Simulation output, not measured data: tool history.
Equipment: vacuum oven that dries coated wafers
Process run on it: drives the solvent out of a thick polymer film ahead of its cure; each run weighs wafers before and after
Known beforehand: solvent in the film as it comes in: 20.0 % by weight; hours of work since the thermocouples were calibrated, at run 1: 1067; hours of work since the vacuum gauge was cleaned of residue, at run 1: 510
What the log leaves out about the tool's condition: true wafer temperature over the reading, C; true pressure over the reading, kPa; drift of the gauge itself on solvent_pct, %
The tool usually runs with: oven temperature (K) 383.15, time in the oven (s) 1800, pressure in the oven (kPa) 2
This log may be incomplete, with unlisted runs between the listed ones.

run,day,oven temperature (K),time in the oven (s),pressure in the oven (kPa),hours of work since the thermocouples were calibrated,hours of work since the vacuum gauge was cleaned of residue,solvent left in the film (%)
1,0,383.15,1800,2,1067,510,1.42
2,3.233,383.15,1800,2,1118,562,1.4
3,7.062,383.15,1800,2,1180,623,1.46
# day 7.492: oven's thermocouples calibrated
4,11.55,383.15,1800,2,65,694,1.45
5,16.162,383.15,1800,2,139,768,1.4
6,19.221,383.15,1800,2,188,817,1.5
7,22.708,383.15,1800,2,244,873,1.47
8,26.104,383.15,1800,2,298,927,1.47
9,28.488,383.15,1800,2,337,965,1.47
10,32.171,383.15,1800,2,396,1024,1.44
11,36.383,383.15,1800,2,463,1092,1.42
12,39.429,383.15,2520,2,512,1141,1.07
13,42.292,383.15,2520,2,558,1187,1.01
14,46.758,383.15,2520,2,629,1258,1.09
15,49.875,383.15,2520,2,679,1308,1.09
16,53.408,383.15,1800,2,736,1365,1.49
17,57.475,383.15,1800,2,801,1430,1.48
18,62.221,383.15,1800,2,877,1506,1.46
19,64.921,383.15,1800,2,920,1549,1.46
20,69.708,387.15,1800,2,997,1626,1.05
21,73.692,393.15,1800,2,1061,1690,0.75
# day 78.279: vacuum gauge cleaned of residue and calibrated
22,78.517,393.15,1800,2,1137,4,0.69
23,80.642,393.15,1800,2,1171,38,0.7
# day 81.304: oven's thermocouples calibrated
24,85.554,393.15,1800,2,68,115,0.72
25,87.662,393.15,1800,2,102,149,0.74
26,91.604,393.15,1800,2,165,212,0.73
27,94.558,381.15,3000,2,212,260,1.07
28,98.508,381.15,3000,2,276,323,1.12
29,103.012,383.15,1800,1.26,348,395,1.15
30,107.896,383.15,1800,1.26,426,473,1.09
31,110.225,383.15,1800,1.26,464,511,1.1
32,114.488,383.15,1800,1.26,532,579,1.14
33,117.738,383.15,2580,6.37,584,631,3.06
34,121.546,383.15,2580,6.37,645,692,3.01
35,125.4,383.15,2580,4.96,707,754,2.38
36,129.204,373.15,1320,2.66,768,815,5.17
37,134.325,388.15,2760,1.06,850,897,0.44
38,138.517,388.15,2760,1.06,917,964,0.43
39,140.667,388.15,2760,1.06,951,999,0.41
40,143.746,394.15,1800,2,1001,1048,0.71
41,147.525,394.15,1800,4.29,1061,1108,1.39
42,150.204,394.15,1800,4.29,1104,1151,1.4
43,153.546,373.15,1800,5.14,1158,1205,5.22
# day 155.112: oven's thermocouples calibrated
44,158.546,395.15,1800,7.62,55,1284,2.41
45,160.7,383.15,1800,7.62,90,1318,3.89
46,164.717,383.15,2160,7.62,154,1383,3.69

Predict each of these 5 candidate next runs independently; none follows another, all start after run 46:
A,167.042,383.15,960,7.62,191,1420,?
B,167.042,376.15,900,2,191,1420,?
C,167.042,385.15,1080,4.35,191,1420,?
D,167.042,383.15,3060,7.62,191,1420,?
E,167.042,383.15,1800,1,191,1420,?

run,solvent left in the film (%)
A,5.71
B,5.98
C,3.47
D,3.56
E,0.94
Stripped of hidden state, with their random variation kept, the same runs would have yielded:
run,solvent left in the film (%)
A,5.69
B,5.97
C,3.46
D,3.55
E,0.94
